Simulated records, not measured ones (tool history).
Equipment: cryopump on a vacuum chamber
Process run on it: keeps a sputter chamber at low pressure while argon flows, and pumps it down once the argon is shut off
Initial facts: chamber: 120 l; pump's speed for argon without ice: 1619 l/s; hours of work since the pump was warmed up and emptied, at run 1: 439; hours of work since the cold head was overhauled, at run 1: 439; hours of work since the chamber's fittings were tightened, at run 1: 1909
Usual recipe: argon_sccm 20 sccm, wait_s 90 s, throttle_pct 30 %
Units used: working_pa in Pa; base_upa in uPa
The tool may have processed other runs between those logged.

| run | day | argon_sccm | wait_s | throttle_pct | hours of work since the pump was warmed up and emptied | hours of work since the cold head was overhauled | hours of work since the chamber's fittings were tightened | working_pa | base_upa |
|---|---|---|---|---|---|---|---|---|---|
| 1 | 0 | 20 | 90 | 30 | 439 | 439 | 1909 | 0.0724 | 2.07 |
| 2 | 0.675 | 20 | 90 | 19 | 449 | 449 | 1918 | 0.1128 | 2.1 |
| 3 | 2.054 | 20 | 90 | 19 | 468 | 468 | 1938 | 0.1131 | 2.13 |
| 4 | 2.871 | 20 | 90 | 19 | 480 | 480 | 1949 | 0.1129 | 2.17 |
| 5 | 4.112 | 19 | 90 | 30 | 497 | 497 | 1967 | 0.0688 | 2.2 |
| 6 | 5.138 | 19 | 90 | 30 | 512 | 512 | 1981 | 0.0685 | 2.24 |
| 7 | 6.388 | 20 | 119 | 30 | 530 | 530 | 1999 | 0.0729 | 1.98 |
| 8 | 7.008 | 20 | 119 | 30 | 538 | 538 | 2008 | 0.0731 | 1.97 |
| 9 | 8.354 | 20 | 195 | 30 | 557 | 557 | 2027 | 0.0731 | 1.82 |
| 10 | 8.979 | 20 | 195 | 30 | 566 | 566 | 2035 | 0.0732 | 1.79 |
| 11 | 10.3 | 20 | 195 | 30 | 585 | 585 | 2054 | 0.0731 | 1.83 |
| 12 | 11.5 | 20 | 195 | 30 | 602 | 602 | 2071 | 0.0733 | 1.83 |
| 13 | 12.588 | 20 | 195 | 30 | 617 | 617 | 2086 | 0.0733 | 1.96 |
| 14 | 13.371 | 20 | 195 | 30 | 628 | 628 | 2097 | 0.0735 | 1.84 |
| 15 | 14.108 | 20 | 221 | 30 | 639 | 639 | 2108 | 0.0731 | 1.86 |
| 16 | 15.104 | 20 | 90 | 30 | 653 | 653 | 2122 | 0.0739 | 2.37 |
| 17 | 16.438 | 20 | 90 | 30 | 671 | 671 | 2141 | 0.0737 | 2.24 |
| 18 | 17.275 | 20 | 90 | 30 | 683 | 683 | 2152 | 0.0741 | 2.35 |
| 19 | 18.467 | 20 | 33 | 30 | 700 | 700 | 2169 | 0.0739 | 3.67 |
| 20 | 19.233 | 20 | 105 | 40 | 711 | 711 | 2180 | 0.0571 | 2.24 |
| 21 | 20.446 | 8 | 217 | 16 | 728 | 728 | 2197 | 0.0538 | 1.95 |
| 22 | 21.362 | 11 | 40 | 29 | 741 | 741 | 2210 | 0.0415 | 3.36 |
| 23 | 22.292 | 11 | 40 | 29 | 754 | 754 | 2223 | 0.0425 | 3.36 |
|  | 22.792 | pump warmed up, emptied and cooled again |
| 24 | 23.133 | 10 | 114 | 41 | 5 | 763 | 2232 | 0.0255 | 1.98 |
| 25 | 23.996 | 20 | 144 | 59 | 17 | 775 | 2244 | 0.0354 | 1.86 |
| 26 | 24.817 | 20 | 144 | 59 | 29 | 787 | 2256 | 0.0356 | 1.85 |
| 27 | 26.25 | 20 | 144 | 59 | 49 | 807 | 2276 | 0.0364 | 1.92 |
| 28 | 27.642 | 22 | 160 | 30 | 68 | 827 | 2296 | 0.0771 | 1.89 |
| 29 | 28.288 | 24 | 160 | 41 | 78 | 836 | 2305 | 0.062 | 1.83 |
| 30 | 29.242 | 11 | 92 | 57 | 91 | 849 | 2318 | 0.0204 | 2.15 |
| 31 | 30.058 | 11 | 92 | 57 | 103 | 861 | 2330 | 0.0205 | 2.21 |
| 32 | 30.842 | 11 | 92 | 57 | 114 | 872 | 2341 | 0.0205 | 2.19 |
| 33 | 31.479 | 11 | 92 | 57 | 123 | 881 | 2350 | 0.0207 | 2.16 |
| 34 | 32.338 | 20 | 107 | 42 | 135 | 893 | 2362 | 0.0507 | 2.15 |
| 35 | 33.5 | 20 | 139 | 22 | 151 | 909 | 2379 | 0.0961 | 1.99 |

3 ways to go on from here, each from the tool as it stands after run 35. What would each give?
| A | 34.667 | 13 | 90 | 30 | 168 | 926 | 2395 | ? | ? |
| B | 34.667 | 20 | 90 | 30 | 168 | 926 | 2395 | ? | ? |
| C | 34.667 | 23 | 90 | 52 | 168 | 926 | 2395 | ? | ? |

| run | working_pa | base_upa |
|---|---|---|
| A | 0.0459 | 2.32 |
| B | 0.0708 | 2.24 |
| C | 0.0473 | 2.27 |
Stripped of hidden state, with their random variation kept, the same runs would have yielded:
| run | working_pa | base_upa |
|---|---|---|
| A | 0.0452 | 0.99 |
| B | 0.0697 | 0.93 |
| C | 0.0461 | 0.95 |
